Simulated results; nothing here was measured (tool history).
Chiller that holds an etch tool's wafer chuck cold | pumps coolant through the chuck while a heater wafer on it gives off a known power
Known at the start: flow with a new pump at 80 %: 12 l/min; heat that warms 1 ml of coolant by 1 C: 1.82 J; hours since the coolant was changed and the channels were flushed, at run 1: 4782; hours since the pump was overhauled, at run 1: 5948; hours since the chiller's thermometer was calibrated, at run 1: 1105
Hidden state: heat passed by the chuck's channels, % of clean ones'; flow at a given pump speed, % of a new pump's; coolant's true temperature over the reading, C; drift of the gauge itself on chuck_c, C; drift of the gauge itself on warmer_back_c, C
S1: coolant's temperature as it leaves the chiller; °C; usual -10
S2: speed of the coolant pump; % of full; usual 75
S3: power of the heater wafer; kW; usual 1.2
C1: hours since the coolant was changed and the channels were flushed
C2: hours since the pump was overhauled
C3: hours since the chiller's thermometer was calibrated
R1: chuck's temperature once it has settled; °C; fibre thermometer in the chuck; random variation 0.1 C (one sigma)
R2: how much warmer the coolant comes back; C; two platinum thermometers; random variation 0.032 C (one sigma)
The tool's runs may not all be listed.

| run | hour | S1 | S2 | S3 | C1 | C2 | C3 | R1 | R2 |
|---|---|---|---|---|---|---|---|---|---|
| 1 | 0 | -10 | 75 | 1.2 | 4782 | 5948 | 1105 | 0.9 | 3.51 |
| 2 | 108.6 | -10 | 75 | 1.2 | 4890 | 6057 | 1213 | 1.1 | 3.58 |
| 3 | 290.6 | -10 | 75 | 1.2 | 5072 | 6239 | 1395 | 1.1 | 3.57 |
| 4 | 490.8 | -10 | 75 | 1.2 | 5272 | 6439 | 1595 | 1 | 3.62 |
| 5 | 594.3 | -10 | 75 | 1.2 | 5376 | 6543 | 1699 | 1 | 3.52 |
| 6 | 730.9 | -10 | 75 | 1.2 | 5512 | 6679 | 1835 | 1 | 3.53 |
| 7 | 883.2 | -3 | 75 | 1.2 | 5665 | 6832 | 1988 | 8.2 | 3.5 |
| 8 | 974.8 | -3 | 75 | 1.2 | 5756 | 6923 | 2079 | 8.1 | 3.62 |
|  | 1003.9 | coolant pump overhauled |
| 9 | 1093.5 | -10 | 90 | 1.2 | 5870 | 90 | 2193 | 0 | 2.9 |
| 10 | 1238.3 | -16 | 75 | 1.2 | 6015 | 234 | 2338 | -4.7 | 3.51 |
| 11 | 1387.4 | -11 | 75 | 1.2 | 6164 | 383 | 2487 | 0 | 3.46 |
| 12 | 1593.6 | -11 | 75 | 1.2 | 6370 | 590 | 2693 | 0.1 | 3.6 |
| 13 | 1730.6 | -10 | 91 | 1.21 | 6507 | 727 | 2830 | -0.2 | 2.9 |
| 14 | 1916.1 | -10 | 75 | 0.631 | 6693 | 912 | 3016 | -4.1 | 1.88 |
| 15 | 2027.5 | -3 | 75 | 1.267 | 6804 | 1024 | 3127 | 8.7 | 3.71 |
| 16 | 2132.7 | -3 | 75 | 1.267 | 6909 | 1129 | 3232 | 8.6 | 3.71 |
| 17 | 2271.6 | -3 | 75 | 1.267 | 7048 | 1268 | 3371 | 8.8 | 3.77 |
| 18 | 2384.4 | -3 | 97 | 1.267 | 7161 | 1381 | 3484 | 6.9 | 2.77 |
| 19 | 2502.7 | -3 | 97 | 1.267 | 7279 | 1499 | 3602 | 7 | 2.82 |
| 20 | 2600.6 | -3 | 97 | 1.267 | 7377 | 1597 | 3700 | 7 | 2.76 |
| 21 | 2741.7 | -11 | 94 | 1.267 | 7518 | 1738 | 3841 | -0.9 | 2.9 |
|  | 2816.3 | chiller's thermometer calibrated |
| 22 | 2950.2 | 0 | 94 | 1.267 | 7726 | 1945 | 134 | 10.2 | 2.9 |
| 23 | 3052.3 | -5 | 79 | 1.66 | 7828 | 2047 | 236 | 9.8 | 4.6 |

Forecast each of these 4 alternatives for the next run:
| A | 3144.9 | -18 | 66 | 1.551 | 7921 | 2140 | 329 | ? | ? |
| B | 3144.9 | -17 | 64 | 1.191 | 7921 | 2140 | 329 | ? | ? |
| C | 3144.9 | -3 | 79 | 1.535 | 7921 | 2140 | 329 | ? | ? |
| D | 3144.9 | -13 | 75 | 0.747 | 7921 | 2140 | 329 | ? | ? |

| run | R1 | R2 |
|---|---|---|
| A | -2.4 | 5.26 |
| B | -4.7 | 4.19 |
| C | 10.8 | 4.2 |
| D | -6.2 | 2.15 |
Without the tool's hidden state the same runs would have given:
| run | R1 | R2 |
|---|---|---|
| A | -2.5 | 5.26 |
| B | -4.7 | 4.19 |
| C | 10.7 | 4.2 |
| D | -6.2 | 2.15 |
